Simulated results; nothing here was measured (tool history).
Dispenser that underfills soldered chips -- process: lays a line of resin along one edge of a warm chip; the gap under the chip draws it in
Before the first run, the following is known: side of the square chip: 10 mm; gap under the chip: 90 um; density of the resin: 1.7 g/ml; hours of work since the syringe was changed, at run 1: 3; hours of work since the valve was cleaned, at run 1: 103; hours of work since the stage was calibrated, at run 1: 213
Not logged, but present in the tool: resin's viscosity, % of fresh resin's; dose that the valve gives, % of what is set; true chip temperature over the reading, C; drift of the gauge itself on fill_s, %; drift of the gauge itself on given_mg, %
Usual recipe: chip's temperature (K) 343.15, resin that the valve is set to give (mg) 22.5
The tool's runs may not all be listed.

run	hour	chip's temperature (K)	resin that the valve is set to give (mg)	hours of work since the syringe was changed	hours of work since the valve was cleaned	hours of work since the stage was calibrated	time until the resin shows at the far edge (s)	resin that the valve gave (mg)
1	0	343.15	22.5	3	103	213	27	21.59
# hour 3.3: new syringe of resin
2	3.8	343.15	22.5	0	105	215	21.6	21.51
3	9.8	342.15	22.5	5	110	220	32.6	21.54
# hour 11.2: new syringe of resin
4	14.9	342.15	22.5	3	113	223	28	21.55
# hour 18.7: new syringe of resin
5	20	343.15	22.5	1	117	227	23.2	21.65
# hour 23.8: dispensing valve cleaned and set on the balance
# hour 27.3: new syringe of resin
6	28.1	343.15	22.5	1	3	232	22.5	22.35
# hour 34.8: new syringe of resin
7	35.5	343.15	22.5	0	8	237	23.3	22.47
# hour 42.4: new syringe of resin
8	42.8	343.15	21.8	0	14	243	21.3	21.72
9	46.9	343.15	22.5	3	17	246	27.1	22.33
# hour 50.3: new syringe of resin
10	52.9	343.15	22.5	2	21	250	24.2	22.38
11	56.1	343.15	25.1	4	23	252	29.5	24.78
# hour 57.8: new syringe of resin
12	64.1	343.15	25.1	5	29	258	29.5	24.96
# hour 65.6: new syringe of resin
13	70.6	338.15	25.1	4	34	263	36.2	24.48
# hour 73.7: new syringe of resin
14	76.2	338.15	25.1	2	38	267	31	24.66
# hour 81.5: new syringe of resin
15	82.5	338.15	25.1	1	42	271	29.6	24.81
16	88.5	343.15	20.8	5	47	276	33.6	20.45
# hour 89.5: new syringe of resin
17	94.9	343.15	20.8	4	51	280	31.4	20.37
# hour 97.6: new syringe of resin
18	101.6	343.15	20.8	3	56	285	28.4	20.5
# hour 105.1: new syringe of resin
19	108.1	329.15	22.8	2	61	290	55	22.21
# hour 112.8: new syringe of resin
20	114.8	329.15	22.8	1	65	295	51.2	22.15
21	119.4	329.15	21.9	5	69	298	67	21.2
# hour 120.9: new syringe of resin
22	124.7	343.15	22.5	3	73	302	27.3	21.93
23	127.9	343.15	26.9	5	75	304	32.3	25.99
# hour 128.8: new syringe of resin
24	133.8	357.15	22.5	4	79	308	15.4	21.74
# hour 136.3: new syringe of resin
25	137.6	345.15	25	1	82	311	21	24.06
26	141.3	349.15	28.4	4	85	314	21.2	27.26
# hour 144.1: new syringe of resin
27	149.3	355.15	22.5	4	90	320	17.2	21.7
# hour 151.7: new syringe of resin
28	156.2	355.15	22.5	3	95	325	16.4	21.64
# hour 159.2: new syringe of resin
29	161.3	355.15	22.5	2	99	328	14.2	21.75
30	166.2	342.15	22.5	5	103	332	34.9	21.47
# hour 166.9: new syringe of resin
31	173.4	357.15	25.4	5	108	337	16.5	24.33
# hour 174.7: new syringe of resin
32	181.5	356.15	25.4	5	114	343	17.3	24.19
# hour 182.4: new syringe of resin
33	186	329.15	21.2	3	117	346	59.8	20.02
# hour 190.1: dispensing valve cleaned and set on the balance
# hour 191.3: new syringe of resin
34	192.1	331.15	22	1	1	350	44.5	22.01
35	196.7	356.15	20.7	4	5	353	16.3	20.69
# hour 199.1: new syringe of resin
36	203.9	343.15	26.5	4	10	358	27.8	26.32

3 options for the next run, each taken on its own from the tool as it stands now. Forecast them:
# hour 206.9: new syringe of resin
A	209.5	342.15	22.5	2	14	362	?	?
# hour 206.9: new syringe of resin
B	209.5	344.15	23.7	2	14	362	?	?
# hour 206.9: new syringe of resin
C	209.5	343.15	28.2	2	14	362	?	?

run	time until the resin shows at the far edge (s)	resin that the valve gave (mg)
A	26.9	22.42
B	24.5	23.73
C	25	28
Stripped of hidden state, with their random variation kept, the same runs would have yielded:
run	time until the resin shows at the far edge (s)	resin that the valve gave (mg)
A	20.7	22.61
B	18.9	23.92
C	19.2	28.23
